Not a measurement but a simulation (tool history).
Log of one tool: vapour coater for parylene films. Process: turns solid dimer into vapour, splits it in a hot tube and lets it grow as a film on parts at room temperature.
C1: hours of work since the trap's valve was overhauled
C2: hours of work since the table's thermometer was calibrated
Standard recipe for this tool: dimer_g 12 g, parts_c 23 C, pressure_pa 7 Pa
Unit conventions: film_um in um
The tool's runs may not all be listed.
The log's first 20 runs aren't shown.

run 21 day=11.896 | dimer_g=16 parts_c=23 pressure_pa=2.34 | C1=82 C2=642 | film_um=3.61
run 22 day=12.604 | dimer_g=12 parts_c=16 pressure_pa=9.78 | C1=94 C2=654 | film_um=2.67
run 23 day=13.054 | dimer_g=5 parts_c=24 pressure_pa=9.78 | C1=101 C2=661 | film_um=0.84
run 24 day=13.538 | dimer_g=16 parts_c=32 pressure_pa=3.56 | C1=109 C2=669 | film_um=2.5
run 25 day=14.012 | dimer_g=17 parts_c=23 pressure_pa=2.55 | C1=117 C2=677 | film_um=3.76
run 26 day=14.504 | dimer_g=18 parts_c=17 pressure_pa=2.63 | C1=125 C2=685 | film_um=4.87
run 27 day=15.117 | dimer_g=8 parts_c=17 pressure_pa=7.73 | C1=135 C2=696 | film_um=1.8
run 28 day=15.775 | dimer_g=8 parts_c=17 pressure_pa=3.96 | C1=146 C2=707 | film_um=2.01
run 29 day=16.325 | dimer_g=19 parts_c=16 pressure_pa=8.09 | C1=155 C2=716 | film_um=4.37
run 30 day=16.783 | dimer_g=19 parts_c=16 pressure_pa=8.09 | C1=163 C2=723 | film_um=4.33
run 31 day=17.5 | dimer_g=8 parts_c=17 pressure_pa=3.24 | C1=175 C2=735 | film_um=2.11

What if the next run were any one of these 5? Each begins from the tool's condition after run 31:
run A day=17.95 | dimer_g=12 parts_c=30 pressure_pa=7 | C1=182 C2=743 | film_um=?
run B day=17.95 | dimer_g=12 parts_c=28 pressure_pa=7 | C1=182 C2=743 | film_um=?
run C day=17.95 | dimer_g=12 parts_c=23 pressure_pa=6.51 | C1=182 C2=743 | film_um=?
run D day=17.95 | dimer_g=16 parts_c=16 pressure_pa=2.89 | C1=182 C2=743 | film_um=?
run E day=17.95 | dimer_g=17 parts_c=32 pressure_pa=6.93 | C1=182 C2=743 | film_um=?

run=A film_um=1.77
run=B film_um=1.89
run=C film_um=2.24
run=D film_um=4.38
run=E film_um=2.33
The same runs, with their run-to-run variation unchanged, on a tool lacking any hidden condition would have given:
run=A film_um=1.78
run=B film_um=1.9
run=C film_um=2.26
run=D film_um=4.41
run=E film_um=2.34
